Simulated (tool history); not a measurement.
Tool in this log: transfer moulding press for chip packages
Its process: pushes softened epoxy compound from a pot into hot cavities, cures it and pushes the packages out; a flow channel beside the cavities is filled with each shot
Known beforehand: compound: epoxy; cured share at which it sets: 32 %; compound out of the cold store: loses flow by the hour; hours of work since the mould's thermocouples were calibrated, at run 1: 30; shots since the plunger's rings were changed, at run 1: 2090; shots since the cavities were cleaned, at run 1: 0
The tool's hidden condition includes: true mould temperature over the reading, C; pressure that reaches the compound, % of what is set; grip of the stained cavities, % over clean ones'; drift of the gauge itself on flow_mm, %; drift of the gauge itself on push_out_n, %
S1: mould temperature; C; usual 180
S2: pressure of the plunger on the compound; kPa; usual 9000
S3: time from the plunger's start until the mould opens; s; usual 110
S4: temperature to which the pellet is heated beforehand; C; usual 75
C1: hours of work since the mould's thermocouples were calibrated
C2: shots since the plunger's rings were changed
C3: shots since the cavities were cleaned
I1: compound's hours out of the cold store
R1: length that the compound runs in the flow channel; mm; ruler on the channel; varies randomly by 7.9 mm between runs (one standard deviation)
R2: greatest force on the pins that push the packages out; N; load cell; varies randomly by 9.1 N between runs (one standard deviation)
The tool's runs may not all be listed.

Run 1, hour 0.0: usual settings; C1 30; C2 2090; C3 0; I1 46.5. Result: R1 860 mm, R2 404 N.
Run 2, hour 6.0: usual settings but S3 99 s; C1 34; C2 2151; C3 61; I1 43.2. Result: R1 866 mm, R2 528 N.
Run 3, hour 12.6: usual settings but S3 99 s; C1 38; C2 2217; C3 127; I1 12.4. Result: R1 945 mm, R2 611 N.
Run 4, hour 17.6: usual settings but S3 99 s; C1 40; C2 2268; C3 178; I1 10.6. Result: R1 958 mm, R2 660 N.
Run 5, hour 26.4: usual settings but S3 141 s; C1 45; C2 2357; C3 267; I1 24.8. Result: R1 900 mm, R2 514 N.
Run 6, hour 35.9: usual settings but S1 178 C; C1 51; C2 2452; C3 362; I1 14.4. Result: R1 943 mm, R2 729 N.
Run 7, hour 41.6: usual settings but S4 76 C; C1 54; C2 2509; C3 419; I1 28.5. Result: R1 894 mm, R2 690 N.
At hour 48.5: cavities cleaned with cleaning compound and waxed.
Run 8, hour 49.1: usual settings but S4 76 C; C1 57; C2 2570; C3 6; I1 44.7. Result: R1 857 mm, R2 419 N.
Run 9, hour 56.6: usual settings but S3 149 s, S4 82 C; C1 62; C2 2646; C3 82; I1 32.0. Result: R1 903 mm, R2 414 N.
Run 10, hour 64.1: usual settings but S3 149 s, S4 82 C; C1 66; C2 2721; C3 157; I1 47.4. Result: R1 845 mm, R2 477 N.

Run 11 has not been measured yet. What should we expect?
Run 11, hour 73.9: usual settings but S1 182 C, S2 10300 kPa, S3 149 s, S4 84 C; C1 71; C2 2820; C3 256; I1 19.5. Result: R1 ?, R2 ?.

For run 11 the tool returned R1 969 mm, R2 522 N.
On a tool with no hidden condition, and with the same random variation, this run would have come out at R1 1014 mm, R2 350 N.
